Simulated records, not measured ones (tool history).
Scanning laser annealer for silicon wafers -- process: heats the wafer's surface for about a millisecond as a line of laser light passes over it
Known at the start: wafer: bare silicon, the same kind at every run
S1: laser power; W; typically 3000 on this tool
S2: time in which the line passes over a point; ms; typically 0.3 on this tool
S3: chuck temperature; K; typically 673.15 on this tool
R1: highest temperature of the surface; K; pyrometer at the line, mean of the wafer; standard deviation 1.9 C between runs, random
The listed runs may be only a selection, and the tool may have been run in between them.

run    day    S1     S2      S3       R1
  1      0  3000    0.3  673.15  1387.15
  2  0.254  3000    0.3  673.15  1386.15
  3  0.533  3000    0.3  673.15  1389.15
  4  0.729  3000    0.3  673.15  1384.15
  5  0.929  3000    0.3  682.15  1397.15
  6  1.121  2846    0.3  673.15  1344.15
  7  1.354  3000    0.3  673.15  1387.15
  8  1.546  3000  0.244  673.15  1312.15
  9  1.892  3000  0.244  673.15  1309.15
 10  2.267  3000  0.298  673.15  1380.15
 11  2.592  3000  0.298  673.15  1384.15
 12    2.9  3000  0.298  673.15  1381.15
 13  3.271  3000  0.298  673.15  1383.15
 14   3.55  3000  0.369  673.15  1467.15
 15   3.75  3000  0.369  673.15  1468.15
 16  3.921  2929    0.3  673.15  1366.15
 17  4.246  2664    0.3  686.15  1310.15
 18  4.567  3202  0.261  673.15  1383.15
 19  4.862  3000    0.3  641.15  1350.15
 20  5.062  2589    0.3  673.15  1277.15
 21  5.354  2589  0.276  645.15  1225.15
 22  5.675  2589  0.276  645.15  1221.15
 23  5.867  3286  0.372  680.15  1562.15
 24  6.175  3176  0.334  671.15  1469.15
 25  6.371  3183    0.3  677.15  1434.15
 26  6.538  3183    0.3  677.15  1434.15
 27  6.758  3000   0.24  654.15  1285.15
 28  6.946  3000   0.24  654.15  1285.15
 29  7.171  3000    0.3  636.15  1346.15

Predict each of these 3 candidate next runs independently; none follows another, all start after run 29:
  A  7.346  2718  0.267  679.15   ?
  B  7.346  3000    0.3  688.15   ?
  C  7.346  3000  0.287  699.15   ?

run       R1
  A  1279.15
  B  1395.15
  C  1393.15
Stripped of hidden state, with their random variation kept, the same runs would have yielded:
run       R1
  A  1305.15
  B  1426.15
  C  1423.15
